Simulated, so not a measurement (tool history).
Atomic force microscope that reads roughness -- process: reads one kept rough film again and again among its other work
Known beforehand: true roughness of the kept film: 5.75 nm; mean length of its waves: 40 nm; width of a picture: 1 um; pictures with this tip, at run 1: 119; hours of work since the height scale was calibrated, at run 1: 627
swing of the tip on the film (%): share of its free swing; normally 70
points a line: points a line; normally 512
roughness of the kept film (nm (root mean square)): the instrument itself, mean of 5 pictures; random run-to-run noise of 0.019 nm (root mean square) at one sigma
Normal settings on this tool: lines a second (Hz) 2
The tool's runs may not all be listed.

run   hour  lines a second (Hz)  swing of the tip on the film (%)  points a line  pictures with this tip  hours of work since the height scale was calibrated  roughness of the kept film (nm (root mean square))
  1      0                    2                                70            512                     119                                                  627                                               3.725
  2   27.2                 0.91                                70            512                     184                                                  645                                               3.684
  3   48.6                 1.09                                70            512                     235                                                  660                                               3.457
      71.8  -- new tip fitted
  4   72.3                 1.09                                70            512                       2                                                  676                                               4.766
  5   92.2                 1.19                                70            512                      49                                                  690                                               4.421
  6  116.5                    2                                70            512                     107                                                  707                                               3.908
  7  132.6                    2                                70            514                     146                                                  718                                               3.757
  8  149.9                    2                                70            514                     187                                                  730                                               3.556
     153.4  -- height scale calibrated on a step standard
  9  165.3                    2                                70            514                     221                                                    8                                               3.427
 10  191.4                    2                                70            514                     284                                                   26                                               3.159
     194.3  -- new tip fitted
 11  215.1                    2                                70            514                      50                                                   42                                               4.142
 12  240.8                 0.62                                70            359                     111                                                   60                                                4.04
 13  258.3                 1.27                                63            321                     153                                                   72                                               3.868
 14  283.6                 1.81                                57            512                     213                                                   90                                               3.604
     297.3  -- height scale calibrated on a step standard, once more
     315.9  -- new tip fitted
 15  318.3                 0.54                                73            512                       6                                                   14                                               4.708
 16  338.9                 0.54                                73            512                      55                                                   29                                               4.433

Entry by entry between the runs, the difference in hidden state between the last listed run before and the first listed run after:
In the gap between runs 3 and 4: new tip fitted (hour 71.8)
  radius of the tip, nm: 40.4 -> 10.3; height scale over the true one, %: 0.37 -> 0.38
  measured minus no-state result, roughness of the kept film (nm (root mean square)): -1.291 -> +0.001
In the gap between runs 8 and 9: height scale calibrated on a step standard (hour 153.4)
  radius of the tip, nm: 32.4 -> 36.9; height scale over the true one, %: 0.41 -> 0.5
  measured minus no-state result, roughness of the kept film (nm (root mean square)): -0.971 -> -1.123
In the gap between runs 10 and 11: new tip fitted (hour 194.3)
  radius of the tip, nm: 45.2 -> 18.3; height scale over the true one, %: 0.51 -> 0.52
  measured minus no-state result, roughness of the kept film (nm (root mean square)): -1.359 -> -0.404
In the gap between runs 14 and 15: height scale calibrated on a step standard, once more (hour 297.3); new tip fitted (hour 315.9)
  radius of the tip, nm: 37.5 -> 12; height scale over the true one, %: 0.55 -> 0.08
  measured minus no-state result, roughness of the kept film (nm (root mean square)): -1.208 -> -0.112

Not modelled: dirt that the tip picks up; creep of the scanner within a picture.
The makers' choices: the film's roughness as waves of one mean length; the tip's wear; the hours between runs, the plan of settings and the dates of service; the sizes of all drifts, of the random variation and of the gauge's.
